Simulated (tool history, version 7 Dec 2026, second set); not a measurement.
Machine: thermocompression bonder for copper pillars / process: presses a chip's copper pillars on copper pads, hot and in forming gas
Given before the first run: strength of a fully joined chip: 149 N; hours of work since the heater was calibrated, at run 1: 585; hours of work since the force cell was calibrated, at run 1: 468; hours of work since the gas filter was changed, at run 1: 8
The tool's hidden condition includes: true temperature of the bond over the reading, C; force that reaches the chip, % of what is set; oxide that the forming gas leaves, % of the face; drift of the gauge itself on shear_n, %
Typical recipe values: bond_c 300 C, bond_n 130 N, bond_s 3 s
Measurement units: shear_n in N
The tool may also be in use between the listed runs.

| run | day | bond_c | bond_n | bond_s | hours of work since the heater was calibrated | hours of work since the force cell was calibrated | hours of work since the gas filter was changed | shear_n |
|---|---|---|---|---|---|---|---|---|
| 1 | 0.000 | 300 | 130 | 3 | 585 | 468 | 8 | 66.1 |
| 2 | 2.662 | 300 | 130 | 4 | 617 | 500 | 40 | 73.8 |
| 3 | 3.821 | 300 | 130 | 4 | 630 | 514 | 54 | 73.7 |
|  | 4.762 | heater calibrated with a thermocouple chip |
| 4 | 6.012 | 300 | 130 | 4 | 15 | 539 | 79 | 63.7 |
| 5 | 8.712 | 300 | 130 | 4 | 47 | 571 | 111 | 63.6 |
| 6 | 10.467 | 300 | 92 | 3 | 68 | 592 | 132 | 38.8 |
| 7 | 13.004 | 300 | 92 | 3 | 98 | 623 | 163 | 38.2 |
| 8 | 14.929 | 300 | 130 | 6 | 121 | 646 | 186 | 74.6 |
| 9 | 17.283 | 300 | 147 | 3 | 150 | 674 | 214 | 62.5 |
|  | 19.067 | forming gas filter changed |
| 10 | 19.588 | 300 | 147 | 3 | 177 | 701 | 6 | 70.2 |
| 11 | 21.967 | 300 | 147 | 3 | 205 | 730 | 35 | 68.2 |
|  | 22.258 | force cell calibrated |
| 12 | 24.550 | 300 | 159 | 3 | 235 | 27 | 65 | 72.4 |

Run 13, settings as shown, results not yet in. Your forecast:
| 13 | 25.775 | 305 | 173 | 3 | 250 | 42 | 79 | ? |

shear_n: 81.0 N
If the tool had no hidden condition, the same run with the same run-to-run variation would have returned shear_n 85.1 N.
